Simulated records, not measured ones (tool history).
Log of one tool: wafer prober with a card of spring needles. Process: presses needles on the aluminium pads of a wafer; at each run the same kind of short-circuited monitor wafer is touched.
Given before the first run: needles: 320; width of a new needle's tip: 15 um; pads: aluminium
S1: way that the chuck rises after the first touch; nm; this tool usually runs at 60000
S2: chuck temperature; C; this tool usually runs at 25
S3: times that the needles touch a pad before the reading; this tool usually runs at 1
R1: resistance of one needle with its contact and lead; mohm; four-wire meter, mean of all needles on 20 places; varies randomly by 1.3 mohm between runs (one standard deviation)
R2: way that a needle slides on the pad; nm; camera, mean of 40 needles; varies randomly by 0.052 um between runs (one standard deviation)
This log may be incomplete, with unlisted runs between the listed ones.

Run 1, hour 0.0: usual settings. Result: R1 131 mohm, R2 7960 nm.
Run 2, hour 7.8: usual settings. Result: R1 177 mohm, R2 7910 nm.
At hour 9.0: tips cleaned on abrasive film.
At hour 19.2: tips cleaned on abrasive film.
Run 3, hour 24.7: usual settings. Result: R1 162 mohm, R2 8020 nm.
At hour 29.6: tips cleaned on abrasive film.
At hour 39.7: tips cleaned on abrasive film.
Run 4, hour 43.6: usual settings. Result: R1 154 mohm, R2 8000 nm.
At hour 50.5: tips cleaned on abrasive film.
Run 5, hour 58.7: usual settings. Result: R1 179 mohm, R2 7980 nm.
At hour 61.0: tips cleaned on abrasive film.
At hour 71.1: tips cleaned on abrasive film.
Run 6, hour 72.1: usual settings but S1 52000 nm. Result: R1 132 mohm, R2 6860 nm.
At hour 80.9: tips cleaned on abrasive film.
Run 7, hour 86.5: usual settings but S1 52000 nm. Result: R1 179 mohm, R2 6870 nm.
At hour 90.7: tips cleaned on abrasive film.
Run 8, hour 99.2: usual settings but S1 52000 nm. Result: R1 200 mohm, R2 6970 nm.
At hour 100.7: tips cleaned on abrasive film.
At hour 111.7: tips cleaned on abrasive film.
Run 9, hour 117.1: usual settings but S1 52000 nm. Result: R1 181 mohm, R2 6810 nm.
At hour 122.0: tips cleaned on abrasive film.
At hour 132.1: tips cleaned on abrasive film.
Run 10, hour 135.4: usual settings but S1 66000 nm. Result: R1 142 mohm, R2 8650 nm.
At hour 142.5: tips cleaned on abrasive film.
Run 11, hour 147.3: usual settings but S1 66000 nm. Result: R1 147 mohm, R2 8720 nm.
At hour 153.3: tips cleaned on abrasive film.
Run 12, hour 161.8: usual settings but S1 66000 nm. Result: R1 171 mohm, R2 8760 nm.
At hour 163.4: tips cleaned on abrasive film.
Run 13, hour 171.0: usual settings but S1 66000 nm. Result: R1 159 mohm, R2 8750 nm.
At hour 174.5: tips cleaned on abrasive film.
Run 14, hour 183.6: usual settings but S1 66000 nm. Result: R1 171 mohm, R2 8610 nm.
At hour 185.0: tips cleaned on abrasive film.
At hour 195.8: tips cleaned on abrasive film.
Run 15, hour 198.9: usual settings but S1 66000 nm. Result: R1 142 mohm, R2 8610 nm.
At hour 206.8: tips cleaned on abrasive film.
Run 16, hour 210.9: usual settings but S1 50000 nm. Result: R1 178 mohm, R2 6440 nm.
At hour 216.6: tips cleaned on abrasive film.
At hour 226.8: tips cleaned on abrasive film.
Run 17, hour 229.1: usual settings but S1 40000 nm, S3 2. Result: R1 156 mohm, R2 5120 nm.
At hour 237.7: tips cleaned on abrasive film.
Run 18, hour 239.6: usual settings but S1 42000 nm. Result: R1 167 mohm, R2 5360 nm.
At hour 248.2: tips cleaned on abrasive film.
Run 19, hour 251.8: usual settings but S1 42000 nm. Result: R1 192 mohm, R2 5410 nm.
At hour 258.8: tips cleaned on abrasive film.
Run 20, hour 267.7: usual settings but S1 42000 nm. Result: R1 249 mohm, R2 5310 nm.
At hour 269.4: tips cleaned on abrasive film.
Run 21, hour 278.1: usual settings but S1 42000 nm. Result: R1 253 mohm, R2 5300 nm.
At hour 280.2: tips cleaned on abrasive film.
At hour 290.1: tips cleaned on abrasive film.
Run 22, hour 295.8: usual settings but S1 51000 nm, S3 2. Result: R1 162 mohm, R2 6560 nm.
At hour 300.3: tips cleaned on abrasive film.
Run 23, hour 307.7: usual settings but S1 74000 nm, S3 2. Result: R1 139 mohm, R2 9650 nm.
At hour 310.4: tips cleaned on abrasive film.
At hour 320.8: tips cleaned on abrasive film.
Run 24, hour 322.2: usual settings. Result: R1 132 mohm, R2 7780 nm.
At hour 330.7: tips cleaned on abrasive film.
Run 25, hour 335.0: usual settings but S1 48000 nm, S2 42 C. Result: R1 191 mohm, R2 6140 nm.

Consider 4 possible next runs. They are alternatives, not a sequence: every one starts from the tool as it was left by run 25. What does each give?
At hour 341.3: tips cleaned on abrasive film.
Run A, hour 349.4: usual settings but S1 48000 nm, S2 42 C, S3 2. Result: R1 ?, R2 ?.
At hour 341.3: tips cleaned on abrasive film.
Run B, hour 349.4: usual settings but S1 52000 nm, S2 83 C, S3 2. Result: R1 ?, R2 ?.
At hour 341.3: tips cleaned on abrasive film.
Run C, hour 349.4: usual settings but S1 56000 nm, S2 102 C, S3 2. Result: R1 ?, R2 ?.
At hour 341.3: tips cleaned on abrasive film.
Run D, hour 349.4: usual settings but S1 61000 nm, S2 89 C. Result: R1 ?, R2 ?.

run   R1    R2
  A  179  5980
  B  172  6570
  C  164  7250
  D  181  7790
Take away the tool's hidden state, keep each run's random variation, and the runs would have read:
run   R1    R2
  A  118  6290
  B  122  6880
  C  122  7570
  D  121  8100
